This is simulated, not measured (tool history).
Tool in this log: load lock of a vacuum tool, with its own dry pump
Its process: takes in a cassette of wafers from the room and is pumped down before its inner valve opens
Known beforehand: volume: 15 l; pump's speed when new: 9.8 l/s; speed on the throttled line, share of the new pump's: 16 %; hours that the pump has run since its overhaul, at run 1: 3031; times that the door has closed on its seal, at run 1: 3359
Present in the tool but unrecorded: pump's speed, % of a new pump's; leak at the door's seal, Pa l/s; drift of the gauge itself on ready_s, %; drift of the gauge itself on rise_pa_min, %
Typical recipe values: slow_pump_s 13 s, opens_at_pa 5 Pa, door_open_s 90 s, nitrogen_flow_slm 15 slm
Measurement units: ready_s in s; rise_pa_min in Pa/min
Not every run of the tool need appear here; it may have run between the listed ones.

run	hour	slow_pump_s	opens_at_pa	door_open_s	nitrogen_flow_slm	hours that the pump has run since its overhaul	times that the door has closed on its seal	incoming humidity of the room's air, %	ready_s	rise_pa_min
1	0.0	13	5	90	15	3031	3359	45.0	26.4	0.055
2	46.6	13	5	90	15	3078	3556	43.6	26.7	0.049
3	132.7	13	5	90	15	3164	3921	46.7	26.6	0.054
4	182.5	13	5	90	15	3214	4131	47.3	26.6	0.057
5	259.5	13	5	140	15	3291	4458	45.1	26.8	0.064
6	359.7	9	5	90	15	3391	4882	44.6	23.3	0.056
7	415.2	9	5	90	15	3446	5117	47.6	23.6	0.063
8	495.7	13	5	90	15	3527	5458	46.8	26.7	0.065
9	538.5	18	5	90	15	3570	5639	45.4	31.0	0.062
10	588.4	18	5	139	24	3620	5850	47.5	31.1	0.061
11	688.5	7	7	227	42	3720	6274	45.3	21.1	0.068
12	788.5	7	7	227	42	3820	6698	46.4	21.3	0.063
13	829.3	7	7	227	42	3861	6871	42.2	21.4	0.059
14	922.3	17	7	227	42	3954	7264	46.3	29.3	0.066
15	998.4	17	7	227	10	4030	7586	47.1	29.5	0.099
16	1064.9	17	7	31	9	4096	7868	44.4	29.5	0.056
17	1148.4	26	9	66	16	4180	8222	43.4	36.9	0.065
18	1240.3	17	9	190	5	4272	8611	48.8	29.1	0.110

A few steps of ready_s between consecutive runs. Split each: what settings, incoming material and random variation would produce without the hidden state, and what is left over for the hidden state, along with gauge scatter present in only one of the two compared results (measured, and without hidden state):
Run 6 -> 7: no setting touched and nothing written in the log between the runs. ready_s +0.3 s: hidden state +0.1, all else +0.2.
Run 10 -> 11: slow_pump_s 18 -> 7, opens_at_pa 5 -> 7, door_open_s 139 -> 227, nitrogen_flow_slm 24 -> 42. ready_s -10.0 s: hidden state +0.0, all else -10.0.
